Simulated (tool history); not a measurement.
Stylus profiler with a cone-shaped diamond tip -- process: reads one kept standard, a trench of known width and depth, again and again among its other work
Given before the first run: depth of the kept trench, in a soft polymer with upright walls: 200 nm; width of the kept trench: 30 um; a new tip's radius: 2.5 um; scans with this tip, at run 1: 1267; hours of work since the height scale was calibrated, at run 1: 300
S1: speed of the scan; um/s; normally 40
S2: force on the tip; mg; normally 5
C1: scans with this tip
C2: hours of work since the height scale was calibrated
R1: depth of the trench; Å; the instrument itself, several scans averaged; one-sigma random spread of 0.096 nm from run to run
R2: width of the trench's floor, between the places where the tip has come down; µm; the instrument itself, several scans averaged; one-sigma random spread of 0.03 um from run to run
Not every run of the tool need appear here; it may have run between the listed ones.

run 1 day=0 | S1=40 S2=5 | C1=1267 C2=300 | R1=2054.2 R2=27.82
run 2 day=0.454 | S1=40 S2=5 | C1=1295 C2=306 | R1=2053.6 R2=27.82
run 3 day=0.958 | S1=40 S2=5 | C1=1327 C2=314 | R1=2053 R2=27.88
run 4 day=1.483 | S1=40 S2=5 | C1=1360 C2=322 | R1=2055 R2=27.82
run 5 day=2.079 | S1=40 S2=5 | C1=1397 C2=330 | R1=2053.3 R2=27.86
run 6 day=2.583 | S1=40 S2=9.6 | C1=1429 C2=338 | R1=2084.4 R2=27.83
run 7 day=3.225 | S1=40 S2=5 | C1=1469 C2=347 | R1=2053.2 R2=27.82
run 8 day=3.521 | S1=18 S2=5 | C1=1487 C2=352 | R1=2054 R2=27.88
run 9 day=4.125 | S1=40 S2=4.4 | C1=1525 C2=361 | R1=2049.5 R2=27.77

Predict the results of run 10:
run 10 day=4.604 | S1=35 S2=7.89 | C1=1555 C2=368 | R1=? R2=?

{"run 10": {"R1": 2072.8, "R2": 27.82}}
Take away the tool's hidden state, keep the run-to-run variation as it was, and the same run would have given R1 2074.9 Å, R2 27.94 µm.
